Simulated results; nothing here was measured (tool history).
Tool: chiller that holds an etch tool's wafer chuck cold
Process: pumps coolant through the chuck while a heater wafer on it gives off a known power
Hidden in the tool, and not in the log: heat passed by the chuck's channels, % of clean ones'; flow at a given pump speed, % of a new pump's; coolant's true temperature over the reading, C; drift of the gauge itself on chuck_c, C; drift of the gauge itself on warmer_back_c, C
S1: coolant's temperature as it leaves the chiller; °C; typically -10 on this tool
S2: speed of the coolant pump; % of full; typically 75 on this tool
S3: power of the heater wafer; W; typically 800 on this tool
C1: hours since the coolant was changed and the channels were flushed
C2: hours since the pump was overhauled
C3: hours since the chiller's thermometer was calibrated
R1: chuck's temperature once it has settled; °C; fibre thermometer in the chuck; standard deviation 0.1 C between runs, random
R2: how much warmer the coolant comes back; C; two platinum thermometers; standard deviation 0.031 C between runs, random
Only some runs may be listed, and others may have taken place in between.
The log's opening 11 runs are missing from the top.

Run 12, hour 442.3: usual settings; C1 4368; C2 1405; C3 442. Result: R1 -2.4 °C, R2 2.90 C.
Run 13, hour 479.6: usual settings; C1 4405; C2 1442; C3 480. Result: R1 -2.4 °C, R2 2.88 C.
Run 14, hour 506.4: usual settings but S1 -14 °C; C1 4432; C2 1469; C3 506. Result: R1 -6.4 °C, R2 2.89 C.
Run 15, hour 532.2: usual settings but S1 -14 °C; C1 4458; C2 1495; C3 532. Result: R1 -6.3 °C, R2 2.89 C.
Run 16, hour 563.6: usual settings; C1 4489; C2 1526; C3 564. Result: R1 -2.2 °C, R2 2.83 C.
Run 17, hour 617.0: usual settings but S2 84 % of full, S3 836 W; C1 4543; C2 1579; C3 617. Result: R1 -2.7 °C, R2 2.66 C.
Run 18, hour 650.1: usual settings but S2 84 % of full, S3 836 W; C1 4576; C2 1612; C3 650. Result: R1 -2.6 °C, R2 2.64 C.
Run 19, hour 705.2: usual settings but S1 -4 °C, S2 95 % of full, S3 681 W; C1 4631; C2 1668; C3 705. Result: R1 1.4 °C, R2 1.90 C.
Run 20, hour 760.1: usual settings but S1 -4 °C, S2 95 % of full, S3 681 W; C1 4686; C2 1722; C3 760. Result: R1 1.2 °C, R2 1.83 C.
Run 21, hour 816.3: usual settings but S1 -16 °C; C1 4742; C2 1779; C3 816. Result: R1 -8.3 °C, R2 2.91 C.
Run 22, hour 847.3: usual settings but S1 -2 °C, S3 1085 W; C1 4773; C2 1810; C3 847. Result: R1 8.3 °C, R2 3.96 C.
Run 23, hour 873.3: usual settings but S1 -2 °C, S2 74 % of full, S3 474 W; C1 4799; C2 1836; C3 873. Result: R1 2.6 °C, R2 1.73 C.
Run 24, hour 917.4: usual settings but S1 -2 °C, S2 74 % of full, S3 474 W; C1 4843; C2 1880; C3 917. Result: R1 2.8 °C, R2 1.75 C.
Run 25, hour 942.0: usual settings but S1 -2 °C, S2 78 % of full, S3 996 W; C1 4868; C2 1904; C3 942. Result: R1 7.1 °C, R2 3.52 C.
Run 26, hour 977.7: usual settings but S2 100 % of full, S3 412 W; C1 4903; C2 1940; C3 978. Result: R1 -6.8 °C, R2 1.10 C.
Run 27, hour 1030.4: usual settings but S1 -15 °C, S2 96 % of full, S3 1190 W; C1 4956; C2 1993; C3 1030. Result: R1 -5.6 °C, R2 3.27 C.
Run 28, hour 1071.9: usual settings but S1 -2 °C, S2 62 % of full, S3 1190 W; C1 4998; C2 2034; C3 1072. Result: R1 11.4 °C, R2 5.47 C.
Run 29, hour 1098.1: usual settings but S1 -2 °C, S2 62 % of full, S3 1190 W; C1 5024; C2 2060; C3 1098. Result: R1 11.5 °C, R2 5.43 C.
Run 30, hour 1146.6: usual settings but S2 85 % of full; C1 5072; C2 2109; C3 1147. Result: R1 -3.1 °C, R2 2.52 C.
Run 31, hour 1202.8: usual settings but S1 -20 °C; C1 5129; C2 2165; C3 1203. Result: R1 -12.3 °C, R2 2.97 C.
Run 32, hour 1242.0: usual settings but S1 -15 °C, S2 61 % of full, S3 445 W; C1 5168; C2 2204; C3 1242. Result: R1 -9.6 °C, R2 2.10 C.

Consider 4 possible next runs. They are alternatives, not a sequence: every one starts from the tool as it was left by run 32. What does each give?
Run A, hour 1293.5: usual settings but S1 -15 °C, S2 61 % of full, S3 761 W; C1 5219; C2 2256; C3 1293. Result: R1 ?, R2 ?.
Run B, hour 1293.5: usual settings but S1 -16 °C, S2 90 % of full; C1 5219; C2 2256; C3 1293. Result: R1 ?, R2 ?.
Run C, hour 1293.5: usual settings but S1 -5 °C, S2 99 % of full, S3 753 W; C1 5219; C2 2256; C3 1293. Result: R1 ?, R2 ?.
Run D, hour 1293.5: usual settings but S1 -3 °C, S2 98 % of full; C1 5219; C2 2256; C3 1293. Result: R1 ?, R2 ?.

run    R1    R2
  A  -6.1  3.54
  B  -9.4  2.39
  C   0.8  2.03
  D   3.2  2.14
Had the tool no hidden state, the same runs would have come out as:
run     R1    R2
  A   -7.0  3.36
  B  -10.2  2.27
  C    0.1  1.93
  D    2.5  2.03
